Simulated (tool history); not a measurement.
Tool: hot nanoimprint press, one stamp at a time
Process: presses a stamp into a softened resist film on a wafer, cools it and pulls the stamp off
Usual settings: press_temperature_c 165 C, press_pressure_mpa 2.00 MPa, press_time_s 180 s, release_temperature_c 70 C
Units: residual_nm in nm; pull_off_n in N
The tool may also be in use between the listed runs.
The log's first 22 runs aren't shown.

| run | hour | press_temperature_c | press_pressure_mpa | press_time_s | release_temperature_c | residual_nm | pull_off_n |
|---|---|---|---|---|---|---|---|
|  | 730.1 | stamp cleaned and given a new release coat |
| 23 | 753.8 | 165 | 1.40 | 180 | 59 | 191.0 | 168 |
| 24 | 787.8 | 165 | 1.77 | 229 | 59 | 156.8 | 178 |
|  | 814.0 | plate thermocouple calibrated |
| 25 | 822.3 | 169 | 2.00 | 180 | 55 | 133.8 | 187 |
| 26 | 849.8 | 169 | 2.00 | 180 | 70 | 134.7 | 146 |
| 27 | 889.7 | 169 | 2.52 | 286 | 74 | 98.3 | 127 |
| 28 | 908.0 | 165 | 2.00 | 105 | 71 | 202.0 | 137 |
| 29 | 946.2 | 165 | 1.47 | 105 | 74 | 226.7 | 127 |
| 30 | 980.7 | 168 | 2.39 | 205 | 64 | 122.2 | 157 |

Forecast each of these 3 alternatives for the next run:
| A | 1008.5 | 165 | 2.00 | 190 | 70 | ? | ? |
| B | 1008.5 | 165 | 2.51 | 180 | 70 | ? | ? |
| C | 1008.5 | 167 | 2.78 | 107 | 64 | ? | ? |

| run | residual_nm | pull_off_n |
|---|---|---|
| A | 160.0 | 138 |
| B | 147.7 | 140 |
| C | 158.5 | 163 |
Without the tool's hidden state the same runs would have given:
| run | residual_nm | pull_off_n |
|---|---|---|
| A | 159.8 | 137 |
| B | 147.5 | 139 |
| C | 158.2 | 161 |

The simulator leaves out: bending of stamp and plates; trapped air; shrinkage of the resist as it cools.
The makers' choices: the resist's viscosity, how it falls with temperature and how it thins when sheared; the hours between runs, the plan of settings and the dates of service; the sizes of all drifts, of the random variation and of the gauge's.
